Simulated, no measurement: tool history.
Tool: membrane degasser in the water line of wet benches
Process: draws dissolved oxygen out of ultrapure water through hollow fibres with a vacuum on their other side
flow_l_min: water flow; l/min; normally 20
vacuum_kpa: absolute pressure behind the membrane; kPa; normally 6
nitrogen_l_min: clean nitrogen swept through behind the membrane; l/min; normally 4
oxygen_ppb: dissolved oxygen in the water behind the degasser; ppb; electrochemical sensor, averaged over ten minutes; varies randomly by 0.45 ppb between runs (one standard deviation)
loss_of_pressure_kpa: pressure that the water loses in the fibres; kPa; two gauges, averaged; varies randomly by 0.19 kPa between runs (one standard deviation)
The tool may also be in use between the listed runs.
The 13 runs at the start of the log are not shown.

run	hour	flow_l_min	vacuum_kpa	nitrogen_l_min	hours since the membrane was changed	hours since the vacuum gauge was calibrated	hours since the vacuum lines were made tight	oxygen_ppb	loss_of_pressure_kpa
14	2347.3	17	6	4	5607	3293	11389	34	32.55
15	2456.5	20	6	4	5716	3402	11499	40.2	38.56
16	2564.4	20	6	4	5824	3510	11607	40.5	38.9
17	2672	20	8.55	4	5931	3617	11714	73.7	38.96
18	2773.7	20	14.84	3.96	6033	3719	11816	153.5	38.69
19	3001.6	13	6.89	7.7	6261	3947	12044	17.8	25.24
20	3221.1	13	6.89	7.7	6480	4167	12263	18	25.42
21	3399.8	13	6.89	7.7	6659	4345	12442	18.1	25.18
22	3635.6	29	13.69	4	6895	4581	12678	198	56.67

Run 23, settings as shown, results not yet in. Your forecast:
# hour 3810.9: seals of the vacuum lines changed
23	3810.9	20	12.04	4	7068	4754	0	?	?

oxygen_ppb: 112.4 ppb
loss_of_pressure_kpa: 39.05 kPa
With no hidden state in the tool, this same run would have given oxygen_ppb 110.4 ppb, loss_of_pressure_kpa 37.75 kPa.
